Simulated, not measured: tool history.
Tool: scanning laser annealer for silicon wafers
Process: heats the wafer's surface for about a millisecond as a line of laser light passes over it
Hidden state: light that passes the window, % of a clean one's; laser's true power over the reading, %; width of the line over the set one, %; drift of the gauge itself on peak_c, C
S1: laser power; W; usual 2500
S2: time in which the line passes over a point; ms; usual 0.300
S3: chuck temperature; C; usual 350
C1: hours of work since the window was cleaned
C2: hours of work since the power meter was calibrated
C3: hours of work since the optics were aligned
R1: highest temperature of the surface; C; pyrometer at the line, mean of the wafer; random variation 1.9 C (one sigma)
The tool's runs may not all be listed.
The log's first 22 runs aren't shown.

run 23 hour=190.9 | S1=2641 S2=0.215 S3=324 | C1=315 C2=156 C3=381 | R1=937
run 24 hour=201.4 | S1=2214 S2=0.300 S3=373 | C1=321 C2=161 C3=386 | R1=1002
run 25 hour=212.2 | S1=2741 S2=0.219 S3=318 | C1=326 C2=166 C3=391 | R1=962
run 26 hour=220.2 | S1=2741 S2=0.299 S3=318 | C1=330 C2=170 C3=395 | R1=1096
run 27 hour=228.8 | S1=2396 S2=0.300 S3=350 | C1=334 C2=174 C3=399 | R1=1028
run 28 hour=238.0 | S1=2396 S2=0.300 S3=350 | C1=339 C2=179 C3=404 | R1=1026
run 29 hour=247.0 | S1=2396 S2=0.311 S3=350 | C1=343 C2=183 C3=408 | R1=1043
run 30 hour=253.7 | S1=2451 S2=0.300 S3=350 | C1=346 C2=187 C3=411 | R1=1045
run 31 hour=261.8 | S1=2706 S2=0.300 S3=350 | C1=350 C2=191 C3=415 | R1=1115
run 32 hour=272.0 | S1=2305 S2=0.367 S3=377 | C1=355 C2=196 C3=420 | R1=1111
run 33 hour=283.3 | S1=2305 S2=0.367 S3=377 | C1=361 C2=201 C3=426 | R1=1111
run 34 hour=293.4 | S1=2305 S2=0.367 S3=377 | C1=366 C2=206 C3=431 | R1=1110
run 35 hour=302.4 | S1=2305 S2=0.367 S3=377 | C1=370 C2=211 C3=435 | R1=1108
run 36 hour=308.1 | S1=2305 S2=0.367 S3=345 | C1=373 C2=213 C3=438 | R1=1074
run 37 hour=315.0 | S1=2500 S2=0.277 S3=350 | C1=376 C2=217 C3=442 | R1=1020
run 38 hour=325.0 | S1=2315 S2=0.212 S3=386 | C1=381 C2=222 C3=446 | R1=916
run 39 hour=332.9 | S1=2315 S2=0.212 S3=386 | C1=385 C2=225 C3=450 | R1=914
run 40 hour=341.5 | S1=2315 S2=0.212 S3=386 | C1=389 C2=230 C3=455 | R1=914
run 41 hour=349.6 | S1=2195 S2=0.240 S3=350 | C1=393 C2=234 C3=459 | R1=886

Forecast each of these 4 alternatives for the next run:
run A hour=357.2 | S1=2195 S2=0.240 S3=370 | C1=397 C2=237 C3=462 | R1=?
run B hour=357.2 | S1=2195 S2=0.240 S3=337 | C1=397 C2=237 C3=462 | R1=?
run C hour=357.2 | S1=2195 S2=0.223 S3=347 | C1=397 C2=237 C3=462 | R1=?
run D hour=357.2 | S1=2195 S2=0.343 S3=350 | C1=397 C2=237 C3=462 | R1=?

run=A R1=914
run=B R1=878
run=C R1=865
run=D R1=1016
Without the tool's hidden state the same runs would have given:
run=A R1=943
run=B R1=908
run=C R1=893
run=D R1=1053
